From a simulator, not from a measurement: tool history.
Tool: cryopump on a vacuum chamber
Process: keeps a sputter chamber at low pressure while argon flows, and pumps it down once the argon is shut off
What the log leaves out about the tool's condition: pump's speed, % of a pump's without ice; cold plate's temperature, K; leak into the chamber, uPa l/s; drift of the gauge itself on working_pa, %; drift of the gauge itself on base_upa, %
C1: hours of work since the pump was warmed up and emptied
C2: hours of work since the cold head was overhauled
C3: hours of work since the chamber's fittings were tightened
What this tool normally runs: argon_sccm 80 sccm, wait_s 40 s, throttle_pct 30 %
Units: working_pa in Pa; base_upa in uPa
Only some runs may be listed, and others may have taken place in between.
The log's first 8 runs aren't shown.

Run 9, day 29.042: usual settings but wait_s 110 s; C1 717; C2 1628; C3 987. Result: working_pa 0.3324 Pa, base_upa 1.38 uPa.
Run 10, day 32.071: usual settings but throttle_pct 49 %; C1 772; C2 1683; C3 1042. Result: working_pa 0.2113 Pa, base_upa 1.87 uPa.
Run 11, day 34.517: usual settings but throttle_pct 49 %; C1 816; C2 1727; C3 1086. Result: working_pa 0.2127 Pa, base_upa 1.92 uPa.
Run 12, day 38.779: usual settings but argon_sccm 54 sccm, throttle_pct 49 %; C1 893; C2 1804; C3 1163. Result: working_pa 0.1447 Pa, base_upa 2.03 uPa.
At day 39.333: pump warmed up, emptied and cooled again.
Run 13, day 41.400: usual settings; C1 37; C2 1847; C3 1206. Result: working_pa 0.3182 Pa, base_upa 1.85 uPa.
Run 14, day 43.817: usual settings; C1 81; C2 1891; C3 1250. Result: working_pa 0.3198 Pa, base_upa 1.83 uPa.
Run 15, day 47.038: usual settings; C1 139; C2 1949; C3 1308. Result: working_pa 0.3215 Pa, base_upa 1.94 uPa.
Run 16, day 49.892: usual settings; C1 191; C2 2001; C3 1360. Result: working_pa 0.3202 Pa, base_upa 1.94 uPa.
Run 17, day 53.958: usual settings but argon_sccm 107 sccm, throttle_pct 36 %; C1 264; C2 2074; C3 1433. Result: working_pa 0.3630 Pa, base_upa 2.06 uPa.
Run 18, day 57.075: usual settings but argon_sccm 126 sccm, wait_s 26 s, throttle_pct 23 %; C1 320; C2 2130; C3 1489. Result: working_pa 0.6580 Pa, base_upa 2.57 uPa.
Run 19, day 61.496: usual settings but argon_sccm 127 sccm, wait_s 51 s, throttle_pct 43 %; C1 400; C2 2210; C3 1569. Result: working_pa 0.3653 Pa, base_upa 2.02 uPa.
Run 20, day 64.608: usual settings but argon_sccm 127 sccm, wait_s 51 s, throttle_pct 43 %; C1 456; C2 2266; C3 1625. Result: working_pa 0.3685 Pa, base_upa 2.02 uPa.

Expected results for the next run?
Run 21, day 68.771: usual settings but argon_sccm 60 sccm, wait_s 90 s, throttle_pct 43 %; C1 531; C2 2341; C3 1700. Result: working_pa ?, base_upa ?.

{"run 21": {"working_pa": 0.1754, "base_upa": 1.8}}
Were there no unlogged condition in the tool, this run, its random variation unchanged, would have produced working_pa 0.1663 Pa, base_upa 0.56 uPa.

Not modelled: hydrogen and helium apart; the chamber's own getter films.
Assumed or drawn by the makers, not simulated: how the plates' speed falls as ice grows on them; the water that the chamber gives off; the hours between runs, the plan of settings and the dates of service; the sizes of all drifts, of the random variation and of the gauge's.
